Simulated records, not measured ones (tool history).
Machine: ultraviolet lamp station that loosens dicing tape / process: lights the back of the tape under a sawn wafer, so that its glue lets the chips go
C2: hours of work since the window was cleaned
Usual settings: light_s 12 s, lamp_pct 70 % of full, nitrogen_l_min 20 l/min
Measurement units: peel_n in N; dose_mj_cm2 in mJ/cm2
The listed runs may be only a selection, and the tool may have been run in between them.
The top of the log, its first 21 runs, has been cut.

{"run": 22, "hour": 886.7, "light_s": 8, "lamp_pct": 70, "nitrogen_l_min": 20, "hours of work of the lamp": 211, "C2": 141, "peel_n": 0.968, "dose_mj_cm2": 266}
{"run": 23, "hour": 916.9, "light_s": 8, "lamp_pct": 66, "nitrogen_l_min": 8, "hours of work of the lamp": 230, "C2": 160, "peel_n": 1.807, "dose_mj_cm2": 251}
{"run": 24, "hour": 954.3, "light_s": 12, "lamp_pct": 93, "nitrogen_l_min": 32, "hours of work of the lamp": 254, "C2": 184, "peel_n": 0.132, "dose_mj_cm2": 530}
{"run": 25, "hour": 985.4, "light_s": 12, "lamp_pct": 93, "nitrogen_l_min": 32, "hours of work of the lamp": 274, "C2": 204, "peel_n": 0.13, "dose_mj_cm2": 534}
{"run": 26, "hour": 1024.2, "light_s": 17, "lamp_pct": 64, "nitrogen_l_min": 7, "hours of work of the lamp": 299, "C2": 229, "peel_n": 0.441, "dose_mj_cm2": 526}
{"run": 27, "hour": 1053.8, "light_s": 12, "lamp_pct": 99, "nitrogen_l_min": 9, "hours of work of the lamp": 318, "C2": 248, "peel_n": 0.276, "dose_mj_cm2": 567}
{"run": 28, "hour": 1086.0, "light_s": 18, "lamp_pct": 98, "nitrogen_l_min": 20, "hours of work of the lamp": 339, "C2": 268, "peel_n": 0.102, "dose_mj_cm2": 842}
{"run": 29, "hour": 1114.9, "light_s": 13, "lamp_pct": 71, "nitrogen_l_min": 7, "hours of work of the lamp": 357, "C2": 287, "peel_n": 0.654, "dose_mj_cm2": 436}
{"hour": 1165.2, "done": "window cleaned of glue's vapour"}
{"run": 30, "hour": 1172.7, "light_s": 18, "lamp_pct": 93, "nitrogen_l_min": 39, "hours of work of the lamp": 394, "C2": 5, "peel_n": 0.091, "dose_mj_cm2": 797}
{"run": 31, "hour": 1229.6, "light_s": 15, "lamp_pct": 87, "nitrogen_l_min": 27, "hours of work of the lamp": 430, "C2": 41, "peel_n": 0.11, "dose_mj_cm2": 620}
{"run": 32, "hour": 1281.4, "light_s": 7, "lamp_pct": 70, "nitrogen_l_min": 20, "hours of work of the lamp": 463, "C2": 74, "peel_n": 1.233, "dose_mj_cm2": 234}
{"run": 33, "hour": 1339.4, "light_s": 7, "lamp_pct": 70, "nitrogen_l_min": 20, "hours of work of the lamp": 500, "C2": 111, "peel_n": 1.226, "dose_mj_cm2": 237}
{"run": 34, "hour": 1394.7, "light_s": 20, "lamp_pct": 70, "nitrogen_l_min": 19, "hours of work of the lamp": 536, "C2": 147, "peel_n": 0.124, "dose_mj_cm2": 664}
{"run": 35, "hour": 1435.0, "light_s": 12, "lamp_pct": 70, "nitrogen_l_min": 9, "hours of work of the lamp": 562, "C2": 173, "peel_n": 0.654, "dose_mj_cm2": 401}
{"run": 36, "hour": 1475.6, "light_s": 22, "lamp_pct": 70, "nitrogen_l_min": 34, "hours of work of the lamp": 588, "C2": 199, "peel_n": 0.09, "dose_mj_cm2": 741}
{"run": 37, "hour": 1518.0, "light_s": 22, "lamp_pct": 70, "nitrogen_l_min": 34, "hours of work of the lamp": 615, "C2": 226, "peel_n": 0.098, "dose_mj_cm2": 733}
{"run": 38, "hour": 1550.8, "light_s": 12, "lamp_pct": 82, "nitrogen_l_min": 34, "hours of work of the lamp": 636, "C2": 247, "peel_n": 0.167, "dose_mj_cm2": 473}
{"run": 39, "hour": 1609.7, "light_s": 15, "lamp_pct": 70, "nitrogen_l_min": 9, "hours of work of the lamp": 673, "C2": 284, "peel_n": 0.379, "dose_mj_cm2": 500}
{"run": 40, "hour": 1653.6, "light_s": 15, "lamp_pct": 70, "nitrogen_l_min": 9, "hours of work of the lamp": 701, "C2": 312, "peel_n": 0.383, "dose_mj_cm2": 503}
{"hour": 1663.6, "done": "window cleaned of glue's vapour"}
{"run": 41, "hour": 1689.6, "light_s": 15, "lamp_pct": 70, "nitrogen_l_min": 24, "hours of work of the lamp": 724, "C2": 17, "peel_n": 0.185, "dose_mj_cm2": 501}
{"run": 42, "hour": 1741.6, "light_s": 8, "lamp_pct": 62, "nitrogen_l_min": 21, "hours of work of the lamp": 757, "C2": 50, "peel_n": 1.194, "dose_mj_cm2": 238}
{"run": 43, "hour": 1789.1, "light_s": 23, "lamp_pct": 63, "nitrogen_l_min": 6, "hours of work of the lamp": 788, "C2": 80, "peel_n": 0.242, "dose_mj_cm2": 688}

3 options for the next run, each taken on its own from the tool as it stands now. Forecast them:
{"run": "A", "hour": 1813.6, "light_s": 12, "lamp_pct": 63, "nitrogen_l_min": 6, "hours of work of the lamp": 803, "C2": 96, "peel_n": "?", "dose_mj_cm2": "?"}
{"run": "B", "hour": 1813.6, "light_s": 23, "lamp_pct": 70, "nitrogen_l_min": 15, "hours of work of the lamp": 803, "C2": 96, "peel_n": "?", "dose_mj_cm2": "?"}
{"run": "C", "hour": 1813.6, "light_s": 6, "lamp_pct": 94, "nitrogen_l_min": 18, "hours of work of the lamp": 803, "C2": 96, "peel_n": "?", "dose_mj_cm2": "?"}

run=A peel_n=1.153 dose_mj_cm2=367
run=B peel_n=0.112 dose_mj_cm2=772
run=C peel_n=0.973 dose_mj_cm2=268
The same runs, with their run-to-run variation unchanged, on a tool lacking any hidden condition would have given:
run=A peel_n=1.148 dose_mj_cm2=368
run=B peel_n=0.111 dose_mj_cm2=774
run=C peel_n=0.969 dose_mj_cm2=268

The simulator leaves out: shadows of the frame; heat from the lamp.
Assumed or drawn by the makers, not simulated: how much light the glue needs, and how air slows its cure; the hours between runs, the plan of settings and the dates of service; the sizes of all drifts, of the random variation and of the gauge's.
